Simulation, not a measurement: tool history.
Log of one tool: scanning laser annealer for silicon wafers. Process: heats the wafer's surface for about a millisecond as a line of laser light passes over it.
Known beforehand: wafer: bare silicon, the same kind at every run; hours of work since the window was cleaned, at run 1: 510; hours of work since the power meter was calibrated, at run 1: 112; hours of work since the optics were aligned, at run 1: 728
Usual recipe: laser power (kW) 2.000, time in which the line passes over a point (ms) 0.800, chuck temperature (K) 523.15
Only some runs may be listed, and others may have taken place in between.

run,hour,laser power (kW),time in which the line passes over a point (ms),chuck temperature (K),hours of work since the window was cleaned,hours of work since the power meter was calibrated,hours of work since the optics were aligned,highest temperature of the surface (K)
1,0.0,2.000,0.800,523.15,510,112,728,1273.15
2,16.8,2.000,0.800,523.15,519,122,737,1271.15
3,27.5,2.000,0.800,523.15,525,127,743,1271.15
4,39.7,2.000,0.738,523.15,532,134,750,1238.15
5,50.5,2.000,0.738,523.15,537,140,755,1239.15
6,66.8,2.000,0.738,523.15,546,149,764,1236.15
7,80.7,2.000,0.738,523.15,554,156,772,1238.15
# hour 86.5: optics aligned, line set to its width
8,100.8,2.000,0.738,523.15,562,165,8,1233.15
9,115.0,2.000,0.738,523.15,570,172,16,1230.15
# hour 123.0: optics aligned, line set to its width, once more
10,133.8,2.000,0.738,523.15,577,180,6,1253.15
11,147.5,2.000,0.800,509.15,585,187,13,1265.15
12,165.0,1.841,0.704,528.15,594,197,23,1171.15
13,174.9,1.841,0.704,528.15,600,202,28,1167.15
14,183.5,2.000,0.666,523.15,604,207,33,1216.15
15,193.8,1.882,0.899,502.15,610,213,39,1244.15
16,209.0,1.808,0.977,550.15,618,221,47,1284.15
17,223.8,2.154,0.635,550.15,627,229,55,1289.15
18,231.3,2.189,0.983,499.15,631,233,59,1429.15
19,241.7,2.000,0.800,544.15,636,239,65,1299.15
20,255.6,2.000,0.800,544.15,644,246,72,1295.15
21,263.1,2.000,0.777,544.15,648,250,76,1287.15

How the hidden state differs across the entries between the runs, from the last listed run before each to the first after it:
Runs 7 to 8: optics aligned, line set to its width (hour 86.5)
  light that passes the window, % of a clean one's: 95.51 -> 95.44; laser's true power over the reading, %: 0.04 -> 0.05; width of the line over the set one, %: 3.03 -> 4.26
  measured result minus the result with no hidden state, highest temperature of the surface (K): -57.00 -> -64.00
Runs 9 to 10: optics aligned, line set to its width, once more (hour 123.0)
  light that passes the window, % of a clean one's: 95.38 -> 95.32; width of the line over the set one, %: 4.29 -> 0.12
  measured result minus the result with no hidden state, highest temperature of the surface (K): -65.00 -> -43.00
